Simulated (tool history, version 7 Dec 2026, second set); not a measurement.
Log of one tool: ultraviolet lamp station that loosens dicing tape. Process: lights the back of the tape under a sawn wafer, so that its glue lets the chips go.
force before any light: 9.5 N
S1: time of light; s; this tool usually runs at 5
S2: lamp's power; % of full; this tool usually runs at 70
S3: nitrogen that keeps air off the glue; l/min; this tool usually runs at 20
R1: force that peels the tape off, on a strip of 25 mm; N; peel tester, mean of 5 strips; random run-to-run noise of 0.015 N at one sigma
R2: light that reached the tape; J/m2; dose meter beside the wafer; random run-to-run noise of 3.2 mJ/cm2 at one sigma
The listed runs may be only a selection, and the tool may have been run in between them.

| run | hour | S1 | S2 | S3 | R1 | R2 |
|---|---|---|---|---|---|---|
| 1 | 0 | 5 | 70 | 20 | 0.917 | 4480 |
| 2 | 51.7 | 5 | 70 | 20 | 0.97 | 4350 |
| 3 | 110.2 | 5 | 70 | 20 | 1.004 | 4240 |
| 4 | 168.9 | 5 | 70 | 20 | 1.068 | 4120 |
|  | 192 | window cleaned of glue's vapour |
| 5 | 235.4 | 5 | 70 | 20 | 0.852 | 4560 |
| 6 | 272.1 | 5 | 70 | 7 | 1.953 | 4520 |
| 7 | 313.2 | 5 | 62 | 20 | 1.256 | 3870 |
| 8 | 357.2 | 5 | 62 | 20 | 1.25 | 3800 |
| 9 | 387.6 | 5 | 62 | 20 | 1.286 | 3760 |
| 10 | 438.7 | 5 | 62 | 20 | 1.3 | 3660 |
| 11 | 476.7 | 5 | 62 | 20 | 1.414 | 3590 |
| 12 | 524.7 | 6 | 77 | 20 | 0.609 | 5240 |

Run 13 is up next; what results do you expect?
| 13 | 591.8 | 6 | 77 | 20 | ? | ? |

{"run 13": {"R1": 0.64, "R2": 5110}}
If the tool had no hidden condition, the same run with the same run-to-run variation would have returned R1 0.335 N, R2 6600 J/m2.
